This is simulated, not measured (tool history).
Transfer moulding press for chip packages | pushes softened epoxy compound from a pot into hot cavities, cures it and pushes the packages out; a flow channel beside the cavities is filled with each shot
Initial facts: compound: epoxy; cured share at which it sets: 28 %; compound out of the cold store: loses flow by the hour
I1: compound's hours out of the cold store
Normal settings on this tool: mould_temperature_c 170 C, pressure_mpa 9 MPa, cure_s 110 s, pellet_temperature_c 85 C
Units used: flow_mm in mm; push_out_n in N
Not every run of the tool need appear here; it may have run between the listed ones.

run 1 hour=0 | mould_temperature_c=170 pressure_mpa=9 cure_s=110 pellet_temperature_c=85 | I1=26.4 | flow_mm=734 push_out_n=441
-- hour=5.1 cavities cleaned with cleaning compound and waxed
run 2 hour=15.4 | mould_temperature_c=170 pressure_mpa=9 cure_s=110 pellet_temperature_c=85 | I1=21.8 | flow_mm=761 push_out_n=454
run 3 hour=33 | mould_temperature_c=170 pressure_mpa=9 cure_s=110 pellet_temperature_c=85 | I1=41.1 | flow_mm=703 push_out_n=437
-- hour=46.6 mould's thermocouples calibrated
run 4 hour=55 | mould_temperature_c=170 pressure_mpa=9 cure_s=110 pellet_temperature_c=85 | I1=23.2 | flow_mm=756 push_out_n=435
-- hour=58.3 cavities cleaned with cleaning compound and waxed
run 5 hour=73.4 | mould_temperature_c=170 pressure_mpa=9 cure_s=110 pellet_temperature_c=85 | I1=40.8 | flow_mm=711 push_out_n=440
run 6 hour=91.5 | mould_temperature_c=170 pressure_mpa=9 cure_s=110 pellet_temperature_c=85 | I1=13.8 | flow_mm=763 push_out_n=434
run 7 hour=106.4 | mould_temperature_c=170 pressure_mpa=9 cure_s=110 pellet_temperature_c=85 | I1=10.4 | flow_mm=779 push_out_n=447
-- hour=109.5 cavities cleaned with cleaning compound and waxed
run 8 hour=131.2 | mould_temperature_c=170 pressure_mpa=9 cure_s=110 pellet_temperature_c=85 | I1=38.4 | flow_mm=700 push_out_n=429
run 9 hour=152.6 | mould_temperature_c=170 pressure_mpa=9 cure_s=110 pellet_temperature_c=85 | I1=35 | flow_mm=717 push_out_n=446
-- hour=161.2 cavities cleaned with cleaning compound and waxed
run 10 hour=167.9 | mould_temperature_c=170 pressure_mpa=9 cure_s=110 pellet_temperature_c=85 | I1=14.6 | flow_mm=769 push_out_n=453
run 11 hour=183.8 | mould_temperature_c=170 pressure_mpa=9 cure_s=110 pellet_temperature_c=85 | I1=23.9 | flow_mm=750 push_out_n=438
run 12 hour=195.7 | mould_temperature_c=170 pressure_mpa=9 cure_s=110 pellet_temperature_c=85 | I1=23.4 | flow_mm=729 push_out_n=450
-- hour=212 cavities cleaned with cleaning compound and waxed
run 13 hour=212.9 | mould_temperature_c=167 pressure_mpa=9 cure_s=110 pellet_temperature_c=85 | I1=46.8 | flow_mm=712 push_out_n=482
run 14 hour=235.8 | mould_temperature_c=167 pressure_mpa=9 cure_s=110 pellet_temperature_c=85 | I1=12.6 | flow_mm=781 push_out_n=510
run 15 hour=251.8 | mould_temperature_c=170 pressure_mpa=9 cure_s=101 pellet_temperature_c=85 | I1=21.5 | flow_mm=763 push_out_n=501

Expected results for the next run?
-- hour=263 cavities cleaned with cleaning compound and waxed
run 16 hour=272.4 | mould_temperature_c=170 pressure_mpa=9 cure_s=101 pellet_temperature_c=85 | I1=38.2 | flow_mm=? push_out_n=?

Run 16 produced flow_mm 715 mm, push_out_n 454 N.
With the hidden condition absent and the run-to-run variation left alone, this run would have shown flow_mm 716 mm, push_out_n 453 N.

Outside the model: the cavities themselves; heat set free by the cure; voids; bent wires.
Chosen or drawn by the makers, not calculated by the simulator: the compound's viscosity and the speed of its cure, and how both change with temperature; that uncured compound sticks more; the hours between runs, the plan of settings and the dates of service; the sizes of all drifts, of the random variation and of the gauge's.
